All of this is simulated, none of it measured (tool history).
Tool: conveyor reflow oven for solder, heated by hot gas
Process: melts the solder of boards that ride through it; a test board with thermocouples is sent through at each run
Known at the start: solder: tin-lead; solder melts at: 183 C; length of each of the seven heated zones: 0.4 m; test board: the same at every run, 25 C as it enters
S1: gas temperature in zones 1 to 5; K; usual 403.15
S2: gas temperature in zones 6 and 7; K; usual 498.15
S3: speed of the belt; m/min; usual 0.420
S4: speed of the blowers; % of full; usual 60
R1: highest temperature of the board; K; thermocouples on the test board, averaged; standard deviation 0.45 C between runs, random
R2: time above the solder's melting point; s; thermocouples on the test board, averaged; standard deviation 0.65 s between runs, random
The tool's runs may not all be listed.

Run 1, hour 0.0: usual settings. Result: R1 479.75 K, R2 66.5 s.
Run 2, hour 16.0: usual settings. Result: R1 479.05 K, R2 66.7 s.
Run 3, hour 27.9: usual settings. Result: R1 478.75 K, R2 66.0 s.
Run 4, hour 44.6: usual settings. Result: R1 479.15 K, R2 66.0 s.
Run 5, hour 60.8: usual settings. Result: R1 479.05 K, R2 65.6 s.
Run 6, hour 71.7: usual settings but S3 0.350 m/min. Result: R1 484.45 K, R2 92.5 s.
Run 7, hour 80.1: usual settings but S1 409.15 K, S3 0.350 m/min. Result: R1 485.85 K, R2 96.8 s.
Run 8, hour 95.8: usual settings but S1 415.15 K, S2 492.15 K, S3 0.397 m/min. Result: R1 476.95 K, R2 74.2 s.
Run 9, hour 104.0: usual settings but S1 415.15 K, S2 492.15 K, S3 0.397 m/min. Result: R1 478.35 K, R2 74.7 s.
Run 10, hour 122.7: usual settings but S1 404.15 K, S4 56 % of full. Result: R1 476.95 K, R2 62.6 s.
Run 11, hour 137.6: usual settings but S1 396.15 K, S4 84 % of full. Result: R1 482.05 K, R2 72.5 s.
Run 12, hour 152.4: usual settings but S1 396.15 K, S2 493.15 K, S3 0.365 m/min, S4 59 % of full. Result: R1 476.75 K, R2 70.2 s.
Run 13, hour 163.8: usual settings but S1 388.15 K, S2 509.15 K, S3 0.454 m/min, S4 83 % of full. Result: R1 488.65 K, R2 69.2 s.
Run 14, hour 176.0: usual settings but S1 388.15 K, S2 507.15 K, S3 0.454 m/min, S4 83 % of full. Result: R1 486.35 K, R2 65.1 s.

Below are 4 alternative next runs, each starting from the tool's condition after run 14. Predict each:
Run A, hour 186.5: usual settings but S1 388.15 K, S2 507.15 K, S3 0.454 m/min, S4 83 % of full. Result: R1 ?, R2 ?.
Run B, hour 186.5: usual settings but S1 411.15 K, S2 508.15 K, S3 0.454 m/min, S4 75 % of full. Result: R1 ?, R2 ?.
Run C, hour 186.5: usual settings but S3 0.406 m/min, S4 64 % of full. Result: R1 ?, R2 ?.
Run D, hour 186.5: usual settings but S1 392.15 K, S2 495.15 K, S3 0.344 m/min, S4 83 % of full. Result: R1 ?, R2 ?.

run      R1    R2
  A  486.65  66.5
  B  489.15  80.0
  C  480.05  71.2
  D  483.95  91.0
With no hidden state in the tool, these same runs would have given:
run      R1    R2
  A  489.95  70.2
  B  491.95  82.5
  C  482.55  75.0
  D  486.55  95.0
